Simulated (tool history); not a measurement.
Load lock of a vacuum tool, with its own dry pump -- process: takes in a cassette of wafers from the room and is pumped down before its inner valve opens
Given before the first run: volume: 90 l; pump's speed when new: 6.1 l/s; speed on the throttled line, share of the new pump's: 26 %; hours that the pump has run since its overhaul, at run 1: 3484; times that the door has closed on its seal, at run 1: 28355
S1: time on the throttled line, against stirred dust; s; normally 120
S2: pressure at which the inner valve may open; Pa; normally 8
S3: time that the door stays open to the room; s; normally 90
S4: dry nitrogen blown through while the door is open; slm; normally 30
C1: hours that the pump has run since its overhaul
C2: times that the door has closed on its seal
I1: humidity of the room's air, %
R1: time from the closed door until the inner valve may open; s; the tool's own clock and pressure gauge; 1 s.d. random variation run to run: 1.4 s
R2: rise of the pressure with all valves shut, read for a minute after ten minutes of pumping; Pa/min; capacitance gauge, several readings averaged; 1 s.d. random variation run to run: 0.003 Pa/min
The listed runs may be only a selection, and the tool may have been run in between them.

{"run": 1, "hour": 0.0, "S1": 120, "S2": 8, "S3": 90, "S4": 30, "C1": 3484, "C2": 28355, "I1": 47.4, "R1": 228.8, "R2": 0.028}
{"run": 2, "hour": 41.1, "S1": 120, "S2": 11, "S3": 90, "S4": 30, "C1": 3525, "C2": 28491, "I1": 47.8, "R1": 226.5, "R2": 0.031}
{"run": 3, "hour": 105.8, "S1": 120, "S2": 8, "S3": 90, "S4": 30, "C1": 3589, "C2": 28704, "I1": 45.2, "R1": 229.4, "R2": 0.026}
{"run": 4, "hour": 193.0, "S1": 86, "S2": 8, "S3": 90, "S4": 30, "C1": 3676, "C2": 28991, "I1": 44.1, "R1": 205, "R2": 0.031}
{"run": 5, "hour": 280.7, "S1": 86, "S2": 8, "S3": 90, "S4": 30, "C1": 3764, "C2": 29281, "I1": 44.2, "R1": 203.1, "R2": 0.03}
{"run": 6, "hour": 371.9, "S1": 72, "S2": 8, "S3": 90, "S4": 30, "C1": 3855, "C2": 29581, "I1": 46, "R1": 191.9, "R2": 0.029}
{"run": 7, "hour": 419.9, "S1": 72, "S2": 8, "S3": 90, "S4": 30, "C1": 3903, "C2": 29740, "I1": 45.6, "R1": 193.9, "R2": 0.025}
{"run": 8, "hour": 469.2, "S1": 72, "S2": 8, "S3": 90, "S4": 30, "C1": 3953, "C2": 29902, "I1": 46.6, "R1": 191.3, "R2": 0.022}
{"run": 9, "hour": 546.7, "S1": 151, "S2": 8, "S3": 116, "S4": 29, "C1": 4030, "C2": 30158, "I1": 47.1, "R1": 252.6, "R2": 0.032}
{"run": 10, "hour": 626.0, "S1": 151, "S2": 8, "S3": 116, "S4": 29, "C1": 4109, "C2": 30419, "I1": 44.7, "R1": 251.1, "R2": 0.029}
{"run": 11, "hour": 701.0, "S1": 151, "S2": 8, "S3": 209, "S4": 29, "C1": 4185, "C2": 30666, "I1": 44.5, "R1": 254.3, "R2": 0.037}
{"run": 12, "hour": 769.7, "S1": 120, "S2": 8, "S3": 88, "S4": 30, "C1": 4253, "C2": 30893, "I1": 41.7, "R1": 229.6, "R2": 0.023}
{"run": 13, "hour": 841.7, "S1": 120, "S2": 10, "S3": 142, "S4": 15, "C1": 4325, "C2": 31130, "I1": 48.2, "R1": 226.1, "R2": 0.054}

What if the next run were any one of these 4? Each begins from the tool's condition after run 13:
{"run": "A", "hour": 907.8, "S1": 120, "S2": 9, "S3": 219, "S4": 4, "C1": 4391, "C2": 31348, "I1": 45.5, "R1": "?", "R2": "?"}
{"run": "B", "hour": 907.8, "S1": 73, "S2": 10, "S3": 142, "S4": 15, "C1": 4391, "C2": 31348, "I1": 45.3, "R1": "?", "R2": "?"}
{"run": "C", "hour": 907.8, "S1": 120, "S2": 14, "S3": 198, "S4": 6, "C1": 4391, "C2": 31348, "I1": 47.2, "R1": "?", "R2": "?"}
{"run": "D", "hour": 907.8, "S1": 120, "S2": 10, "S3": 142, "S4": 13, "C1": 4391, "C2": 31348, "I1": 46.7, "R1": "?", "R2": "?"}

run=A R1=228.5 R2=0.075
run=B R1=192.1 R2=0.043
run=C R1=221.5 R2=0.077
run=D R1=226.9 R2=0.052
Without the tool's hidden state the same runs would have given:
run=A R1=228.4 R2=0.074
run=B R1=192 R2=0.043
run=C R1=221.4 R2=0.077
run=D R1=226.8 R2=0.051
